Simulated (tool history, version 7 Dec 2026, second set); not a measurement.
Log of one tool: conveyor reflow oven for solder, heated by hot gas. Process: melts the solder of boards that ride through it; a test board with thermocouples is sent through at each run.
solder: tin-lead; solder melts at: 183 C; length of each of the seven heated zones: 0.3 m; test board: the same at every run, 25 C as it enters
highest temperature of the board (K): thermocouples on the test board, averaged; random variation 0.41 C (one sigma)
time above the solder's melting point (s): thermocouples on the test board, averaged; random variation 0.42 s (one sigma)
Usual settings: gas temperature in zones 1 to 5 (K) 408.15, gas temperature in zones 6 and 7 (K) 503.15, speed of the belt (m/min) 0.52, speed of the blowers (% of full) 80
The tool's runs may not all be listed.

run,day,gas temperature in zones 1 to 5 (K),gas temperature in zones 6 and 7 (K),speed of the belt (m/min),speed of the blowers (% of full),highest temperature of the board (K),time above the solder's melting point (s)
1,0,408.15,503.15,0.52,80,487.35,49.5
2,0.883,405.15,503.15,0.52,80,487.45,48.1
3,1.562,405.15,503.15,0.52,80,487.05,47.9
4,2.629,405.15,503.15,0.52,80,487.45,48.4
5,3.729,405.15,503.15,0.52,80,487.15,48.3
6,4.25,405.15,503.15,0.52,80,487.35,47.8
7,5.021,405.15,503.15,0.52,82,487.25,48
8,5.842,408.15,503.15,0.52,80,487.45,49
9,6.5,408.15,503.15,0.617,80,481.75,35.7
10,7.188,408.15,503.15,0.447,80,491.75,61.6
11,8.258,408.15,503.15,0.447,80,491.15,61.7
12,9.125,408.15,503.15,0.447,80,492.85,62.1
13,10.067,408.15,507.15,0.447,80,495.15,64.4
14,11.208,408.15,503.15,0.52,80,486.25,49.2
15,11.975,408.15,503.15,0.52,80,486.95,48.3
16,12.558,394.15,507.15,0.548,52,473.85,27.6
17,13.238,419.15,498.15,0.524,79,483.95,49.6
18,14.1,413.15,510.15,0.529,65,489.25,49.6
19,14.992,394.15,510.15,0.517,63,484.15,42.2
20,15.829,394.15,510.15,0.517,63,483.75,42.2
21,16.746,416.15,498.15,0.421,80,489.45,68.3
22,17.646,416.15,498.15,0.421,80,489.15,68.9
23,18.321,406.15,509.15,0.552,69,485.65,42.4
24,19.188,419.15,496.15,0.472,77,485.05,57.7
25,20.067,419.15,496.15,0.472,77,485.65,57.1
26,20.946,419.15,495.15,0.472,77,484.15,56.3
27,21.608,408.15,503.15,0.47,76,489.05,55.9
# day 22.433: thermocouples of zones 6 and 7 changed
28,22.833,408.15,505.15,0.503,71,485.05,48.4
29,23.475,408.15,505.15,0.503,71,486.25,48.1
30,24.05,419.15,505.15,0.466,60,485.95,58.2

Forecast each of these 5 alternatives for the next run:
A,24.692,419.15,498.15,0.466,73,?,?
B,24.692,408.15,503.15,0.526,80,?,?
C,24.692,408.15,503.15,0.52,70,?,?
D,24.692,409.15,503.15,0.52,51,?,?
E,24.692,408.15,493.15,0.52,80,?,?

run,highest temperature of the board (K),time above the solder's melting point (s)
A,484.25,55.9
B,483.95,45.7
C,481.35,44
D,476.05,34.8
E,476.35,38.7
Without the tool's hidden state the same runs would have given:
run,highest temperature of the board (K),time above the solder's melting point (s)
A,485.75,56.7
B,486.05,47
C,483.25,45.3
D,477.55,36.1
E,478.25,40.7
